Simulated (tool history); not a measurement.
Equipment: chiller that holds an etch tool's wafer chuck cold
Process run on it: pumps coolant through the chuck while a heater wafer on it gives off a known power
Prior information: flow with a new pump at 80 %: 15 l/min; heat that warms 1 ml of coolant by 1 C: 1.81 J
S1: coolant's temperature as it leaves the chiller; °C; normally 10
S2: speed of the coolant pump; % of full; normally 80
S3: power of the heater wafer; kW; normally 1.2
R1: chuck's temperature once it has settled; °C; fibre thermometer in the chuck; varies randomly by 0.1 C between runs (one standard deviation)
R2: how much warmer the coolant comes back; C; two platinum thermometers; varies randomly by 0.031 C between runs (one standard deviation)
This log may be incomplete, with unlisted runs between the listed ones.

Run 1, hour 0: usual settings. Result: R1 18.2 °C, R2 2.66 C.
Run 2, hour 38.2: usual settings. Result: R1 18 °C, R2 2.67 C.
Run 3, hour 71.6: usual settings. Result: R1 18.2 °C, R2 2.67 C.
Run 4, hour 107.2: usual settings but S3 1.346 kW. Result: R1 19.1 °C, R2 2.97 C.
Run 5, hour 134.1: usual settings but S1 9 °C. Result: R1 17 °C, R2 2.7 C.
Run 6, hour 167.9: usual settings. Result: R1 18.2 °C, R2 2.63 C.
Run 7, hour 185.3: usual settings. Result: R1 18.1 °C, R2 2.69 C.
Run 8, hour 208.2: usual settings. Result: R1 17.9 °C, R2 2.66 C.
Run 9, hour 228.8: usual settings. Result: R1 18.1 °C, R2 2.62 C.
Run 10, hour 259.6: usual settings. Result: R1 18.2 °C, R2 2.69 C.
Run 11, hour 290.4: usual settings. Result: R1 18 °C, R2 2.63 C.
Run 12, hour 315.7: usual settings. Result: R1 18 °C, R2 2.67 C.
Run 13, hour 354.7: usual settings but S2 77 % of full. Result: R1 18.4 °C, R2 2.74 C.
Run 14, hour 376.9: usual settings but S2 77 % of full. Result: R1 18.4 °C, R2 2.69 C.
Run 15, hour 393.7: usual settings but S2 77 % of full. Result: R1 18.3 °C, R2 2.79 C.
Run 16, hour 423.2: usual settings but S3 1.306 kW. Result: R1 18.7 °C, R2 2.86 C.
Run 17, hour 452.9: usual settings but S3 1.306 kW. Result: R1 18.8 °C, R2 2.88 C.
Run 18, hour 488.7: usual settings but S2 87 % of full, S3 0.653 kW. Result: R1 13.9 °C, R2 1.31 C.
Run 19, hour 506.7: usual settings but S1 20 °C, S2 87 % of full, S3 0.653 kW. Result: R1 24.1 °C, R2 1.27 C.
Run 20, hour 541.9: usual settings but S1 12 °C, S2 89 % of full. Result: R1 19.3 °C, R2 2.35 C.
Run 21, hour 568.8: usual settings but S1 12 °C, S2 89 % of full. Result: R1 19.2 °C, R2 2.37 C.
Run 22, hour 588.3: usual settings but S1 3 °C, S2 72 % of full, S3 0.748 kW. Result: R1 8.5 °C, R2 1.88 C.
Run 23, hour 613.1: usual settings but S1 20 °C. Result: R1 28.2 °C, R2 2.67 C.
Run 24, hour 642.4: usual settings but S1 20 °C, S2 84 % of full, S3 1.435 kW. Result: R1 29.1 °C, R2 2.94 C.
Run 25, hour 668.4: usual settings but S1 8 °C. Result: R1 16 °C, R2 2.63 C.
Run 26, hour 706: usual settings but S1 12 °C, S2 69 % of full. Result: R1 21.2 °C, R2 3.11 C.
Run 27, hour 742.8: usual settings but S1 12 °C, S2 69 % of full. Result: R1 21.4 °C, R2 3.1 C.
Run 28, hour 769.7: usual settings but S1 9 °C, S2 69 % of full. Result: R1 18.3 °C, R2 3.09 C.
Run 29, hour 800.9: usual settings but S1 9 °C, S2 69 % of full. Result: R1 18 °C, R2 3.11 C.
Run 30, hour 839.6: usual settings but S1 9 °C, S2 64 % of full. Result: R1 18.8 °C, R2 3.39 C.
At hour 861.8: chiller's thermometer calibrated.
Run 31, hour 880.9: usual settings but S1 9 °C, S2 64 % of full. Result: R1 18.9 °C, R2 3.34 C.
Run 32, hour 910.3: usual settings but S1 9 °C, S2 64 % of full. Result: R1 18.9 °C, R2 3.35 C.
Run 33, hour 943.3: usual settings but S1 9 °C, S2 64 % of full. Result: R1 18.9 °C, R2 3.35 C.

Predict each of these 3 candidate next runs independently; none follows another, all start after run 33:
Run A, hour 967: usual settings but S1 20 °C, S2 64 % of full, S3 1.052 kW. Result: R1 ?, R2 ?.
Run B, hour 967: usual settings but S1 6 °C, S3 0.952 kW. Result: R1 ?, R2 ?.
Run C, hour 967: usual settings but S1 5 °C, S2 71 % of full, S3 1.772 kW. Result: R1 ?, R2 ?.

run    R1    R2
  A  28.7  2.94
  B  12.4  2.13
  C  18.4  4.39
The same runs, with their run-to-run variation unchanged, on a tool lacking any hidden condition would have given:
run    R1    R2
  A  28.7  2.94
  B  12.4  2.13
  C  18.3  4.39
